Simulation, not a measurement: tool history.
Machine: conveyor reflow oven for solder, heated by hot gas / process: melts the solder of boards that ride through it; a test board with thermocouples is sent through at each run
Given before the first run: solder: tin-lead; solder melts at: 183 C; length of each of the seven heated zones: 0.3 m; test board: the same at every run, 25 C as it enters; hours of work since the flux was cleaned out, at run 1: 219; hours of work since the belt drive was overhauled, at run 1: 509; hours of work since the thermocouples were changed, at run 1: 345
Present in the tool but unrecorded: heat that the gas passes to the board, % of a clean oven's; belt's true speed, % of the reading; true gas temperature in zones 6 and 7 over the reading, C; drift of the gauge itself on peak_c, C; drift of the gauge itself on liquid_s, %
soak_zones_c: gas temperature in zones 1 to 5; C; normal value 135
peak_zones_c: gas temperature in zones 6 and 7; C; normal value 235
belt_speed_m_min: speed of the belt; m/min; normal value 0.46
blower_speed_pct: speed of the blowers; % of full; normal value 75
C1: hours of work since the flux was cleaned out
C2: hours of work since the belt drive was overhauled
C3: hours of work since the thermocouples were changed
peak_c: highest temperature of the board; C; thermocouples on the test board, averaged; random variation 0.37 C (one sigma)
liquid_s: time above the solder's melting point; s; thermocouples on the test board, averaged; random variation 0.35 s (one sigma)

Run 1, hour 0: usual settings; C1 219; C2 509; C3 345. Result: peak_c 218.3 C, liquid_s 58.9 s.
Run 2, hour 23.6: usual settings; C1 234; C2 524; C3 360. Result: peak_c 218.4 C, liquid_s 59.2 s.
Run 3, hour 53.1: usual settings; C1 254; C2 543; C3 379. Result: peak_c 219.2 C, liquid_s 58.9 s.
Run 4, hour 85.6: usual settings but belt_speed_m_min 0.4 m/min; C1 275; C2 564; C3 400. Result: peak_c 222 C, liquid_s 71.8 s.
Run 5, hour 114.9: usual settings but belt_speed_m_min 0.4 m/min; C1 294; C2 583; C3 419. Result: peak_c 222.3 C, liquid_s 71.9 s.
Run 6, hour 158.3: usual settings; C1 322; C2 612; C3 448. Result: peak_c 217.9 C, liquid_s 57.6 s.
Run 7, hour 187.7: usual settings but blower_speed_pct 57 % of full; C1 341; C2 631; C3 467. Result: peak_c 212.3 C, liquid_s 53 s.
Run 8, hour 215.9: usual settings but belt_speed_m_min 0.513 m/min, blower_speed_pct 57 % of full; C1 360; C2 649; C3 485. Result: peak_c 208.3 C, liquid_s 41.7 s.
Run 9, hour 263.6: usual settings but belt_speed_m_min 0.513 m/min, blower_speed_pct 57 % of full; C1 391; C2 680; C3 516. Result: peak_c 207.1 C, liquid_s 41.6 s.
Run 10, hour 293.2: usual settings; C1 410; C2 699; C3 535. Result: peak_c 216.7 C, liquid_s 58.1 s.
Run 11, hour 313.8: usual settings; C1 423; C2 713; C3 549. Result: peak_c 216.9 C, liquid_s 57.6 s.
Run 12, hour 338.1: usual settings but soak_zones_c 141 C, peak_zones_c 224 C, belt_speed_m_min 0.455 m/min, blower_speed_pct 58 % of full; C1 439; C2 729; C3 565. Result: peak_c 204.8 C, liquid_s 47.8 s.
Run 13, hour 377.8: usual settings but belt_speed_m_min 0.424 m/min; C1 465; C2 754; C3 590. Result: peak_c 219.9 C, liquid_s 65.7 s.
At hour 411.5: flux residue cleaned out of gas plates and filters.
Run 14, hour 418: usual settings but soak_zones_c 138 C, peak_zones_c 227 C, belt_speed_m_min 0.416 m/min, blower_speed_pct 79 % of full; C1 4; C2 777; C3 613. Result: peak_c 218.9 C, liquid_s 68.5 s.
Run 15, hour 445.9: usual settings but soak_zones_c 138 C, peak_zones_c 227 C, belt_speed_m_min 0.416 m/min, blower_speed_pct 79 % of full; C1 22; C2 796; C3 632. Result: peak_c 218.7 C, liquid_s 67.9 s.
Run 16, hour 491.1: usual settings but soak_zones_c 144 C, peak_zones_c 227 C, belt_speed_m_min 0.385 m/min, blower_speed_pct 66 % of full; C1 52; C2 825; C3 661. Result: peak_c 218.7 C, liquid_s 75.5 s.
Run 17, hour 516.6: usual settings but blower_speed_pct 55 % of full; C1 68; C2 842; C3 678. Result: peak_c 214.6 C, liquid_s 55.1 s.
Run 18, hour 554.5: usual settings but soak_zones_c 140 C; C1 93; C2 866; C3 702. Result: peak_c 222 C, liquid_s 64 s.
Run 19, hour 591.2: usual settings but soak_zones_c 139 C; C1 117; C2 890; C3 726. Result: peak_c 222.4 C, liquid_s 63.3 s.
Run 20, hour 627.2: usual settings but soak_zones_c 139 C; C1 140; C2 914; C3 750. Result: peak_c 221.4 C, liquid_s 63.3 s.
Run 21, hour 647.4: usual settings but soak_zones_c 143 C, belt_speed_m_min 0.532 m/min; C1 153; C2 927; C3 763. Result: peak_c 217.1 C, liquid_s 52.1 s.

Results for each run, recomputed without the tool's hidden state and with each run's random variation untouched:
run  peak_c  liquid_s
  1   219.9      60.1
  2   220.2      60.6
  3   221.1      60.5
  4   223.6        73
  5     224      73.2
  6   220.3      59.5
  7   214.5      55.2
  8     211      44.6
  9     210      44.8
 10   219.7      60.6
 11     220      60.3
 12   207.1      51.2
 13     223      68.3
 14   217.4      66.7
 15   217.3      66.2
 16   217.4      73.8
 17   213.5      53.6
 18   221.2      62.8
 19   221.6      62.2
 20   220.8      62.3
 21   216.8      51.5
